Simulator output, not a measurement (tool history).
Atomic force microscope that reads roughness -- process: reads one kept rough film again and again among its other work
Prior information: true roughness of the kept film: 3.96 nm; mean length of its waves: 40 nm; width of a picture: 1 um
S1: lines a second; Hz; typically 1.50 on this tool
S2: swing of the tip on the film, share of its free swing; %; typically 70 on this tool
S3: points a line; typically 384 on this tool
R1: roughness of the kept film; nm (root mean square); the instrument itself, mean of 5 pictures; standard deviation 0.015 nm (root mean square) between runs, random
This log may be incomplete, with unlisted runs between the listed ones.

| run | hour | S1 | S2 | S3 | R1 |
|---|---|---|---|---|---|
| 1 | 0.0 | 1.50 | 70 | 384 | 3.650 |
| 2 | 17.5 | 1.50 | 70 | 384 | 3.552 |
| 3 | 36.8 | 1.50 | 59 | 384 | 3.535 |
| 4 | 55.2 | 1.50 | 59 | 384 | 3.465 |
| 5 | 71.7 | 1.50 | 59 | 384 | 3.387 |
| 6 | 80.8 | 1.50 | 59 | 384 | 3.383 |
| 7 | 94.6 | 0.90 | 70 | 384 | 3.308 |
| 8 | 108.8 | 0.90 | 70 | 384 | 3.278 |
| 9 | 125.0 | 0.90 | 70 | 384 | 3.244 |
| 10 | 141.4 | 0.87 | 70 | 384 | 3.157 |
| 11 | 158.0 | 0.87 | 70 | 384 | 3.629 |
| 12 | 170.4 | 0.87 | 70 | 384 | 3.580 |
| 13 | 182.6 | 0.87 | 70 | 384 | 3.563 |
| 14 | 192.0 | 0.87 | 70 | 379 | 3.495 |
| 15 | 204.6 | 0.87 | 70 | 379 | 3.465 |
| 16 | 213.5 | 1.71 | 59 | 433 | 3.433 |
| 17 | 233.2 | 1.71 | 59 | 433 | 3.328 |
| 18 | 243.8 | 2.14 | 68 | 599 | 3.287 |
| 19 | 257.3 | 2.14 | 68 | 599 | 3.224 |
| 20 | 267.9 | 1.50 | 65 | 384 | 3.224 |
| 21 | 283.6 | 3.67 | 78 | 802 | 2.964 |
| 22 | 303.5 | 1.50 | 70 | 562 | 3.621 |
| 23 | 313.3 | 3.11 | 80 | 995 | 3.374 |
| 24 | 331.2 | 3.11 | 80 | 995 | 3.353 |
| 25 | 351.2 | 3.11 | 80 | 995 | 3.274 |
| 26 | 371.0 | 1.50 | 59 | 440 | 3.425 |
| 27 | 387.3 | 1.50 | 83 | 375 | 3.253 |
| 28 | 401.4 | 1.50 | 90 | 580 | 3.160 |
| 29 | 412.5 | 2.84 | 74 | 389 | 3.121 |

Missing from the log above: 4 entries noted between runs. For each, name the pair of listed runs it sits between and say how the tool's hidden condition differs from the listed run just before to the listed run just after:
Between runs 10 and 11: new tip fitted (hour 143.4)
  radius of the tip, nm: 22.6 -> 7; height scale over the true one, %: -0.25 -> -0.26
  measured less the result without the state, R1: -0.526 -> -0.079 nm (root mean square)
Between runs 12 and 13: height scale calibrated on a step standard (hour 172.7)
  radius of the tip, nm: 8.7 -> 9.9; height scale over the true one, %: -0.27 -> -0.33
  measured less the result without the state, R1: -0.134 -> -0.176 nm (root mean square)
Between runs 20 and 21: height scale calibrated on a step standard, once more (hour 277.6)
  radius of the tip, nm: 20.3 -> 22.1; height scale over the true one, %: -0.39 -> -0.09
  measured less the result without the state, R1: -0.475 -> -0.475 nm (root mean square)
Between runs 21 and 22: new tip fitted (hour 294.1)
  radius of the tip, nm: 22.1 -> 6.2; height scale over the true one, %: -0.09 -> -0.1
  measured less the result without the state, R1: -0.475 -> -0.045 nm (root mean square)
